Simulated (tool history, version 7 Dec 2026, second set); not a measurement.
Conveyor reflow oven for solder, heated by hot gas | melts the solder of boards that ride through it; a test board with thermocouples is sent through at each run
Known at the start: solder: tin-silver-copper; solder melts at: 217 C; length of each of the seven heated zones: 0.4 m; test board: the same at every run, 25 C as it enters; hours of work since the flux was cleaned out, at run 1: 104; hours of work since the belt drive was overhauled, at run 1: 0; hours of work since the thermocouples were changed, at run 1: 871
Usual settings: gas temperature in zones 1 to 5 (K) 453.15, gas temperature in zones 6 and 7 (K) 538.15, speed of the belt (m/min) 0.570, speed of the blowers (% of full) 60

run     day  gas temperature in zones 1 to 5 (K)  gas temperature in zones 6 and 7 (K)  speed of the belt (m/min)  speed of the blowers (% of full)  hours of work since the flux was cleaned out  hours of work since the belt drive was overhauled  hours of work since the thermocouples were changed  highest temperature of the board (K)  time above the solder's melting point (s)
  1   0.000                               453.15                                538.15                      0.570                                60                                           104                                                  0                                                 871                                524.65                                       65.6
  2   1.079                               453.15                                538.15                      0.570                                60                                           118                                                 14                                                 885                                524.95                                       66.0
  3   3.642                               453.15                                530.15                      0.570                                60                                           152                                                 49                                                 919                                517.35                                       59.3
  4   4.779                               453.15                                530.15                      0.570                                60                                           167                                                 64                                                 934                                516.85                                       59.5
  5   6.775                               444.15                                530.15                      0.570                                60                                           194                                                 90                                                 961                                515.45                                       54.3
      8.983  -- flux residue cleaned out of gas plates and filters
  6   9.192                               453.15                                538.15                      0.570                                78                                             3                                                120                                                 991                                526.95                                       68.7
  7  11.054                               453.15                                538.15                      0.548                                78                                            28                                                145                                                1015                                527.35                                       72.5
  8  13.562                               453.15                                546.15                      0.570                                60                                            61                                                178                                                1049                                531.65                                       71.3
  9  15.325                               453.15                                543.15                      0.570                                81                                            85                                                202                                                1072                                532.05                                       71.2
 10  16.708                               449.15                                543.15                      0.608                                60                                           103                                                220                                                1091                                526.45                                       62.0
 11  18.450                               449.15                                543.15                      0.608                                60                                           126                                                243                                                1114                                526.85                                       61.9
 12  21.050                               449.15                                543.15                      0.591                                60                                           161                                                278                                                1149                                527.05                                       64.6

4 ways to go on from here, each from the tool as it stands after run 12. What would each give?
  A  22.946                               451.15                                543.15                      0.624                                60                                           186                                                303                                                1174                                     ?                                          ?
  B  22.946                               440.15                                535.15                      0.626                                60                                           186                                                303                                                1174                                     ?                                          ?
  C  22.946                               449.15                                531.15                      0.591                                60                                           186                                                303                                                1174                                     ?                                          ?
  D  22.946                               458.15                                538.15                      0.570                                60                                           186                                                303                                                1174                                     ?                                          ?

run  highest temperature of the board (K)  time above the solder's melting point (s)
  A                                525.25                                       59.6
  B                                517.25                                       47.2
  C                                516.15                                       54.2
  D                                525.15                                       68.5
Without the tool's hidden state the same runs would have given:
run  highest temperature of the board (K)  time above the solder's melting point (s)
  A                                528.65                                       61.9
  B                                520.75                                       50.5
  C                                519.45                                       57.4
  D                                528.35                                       70.6

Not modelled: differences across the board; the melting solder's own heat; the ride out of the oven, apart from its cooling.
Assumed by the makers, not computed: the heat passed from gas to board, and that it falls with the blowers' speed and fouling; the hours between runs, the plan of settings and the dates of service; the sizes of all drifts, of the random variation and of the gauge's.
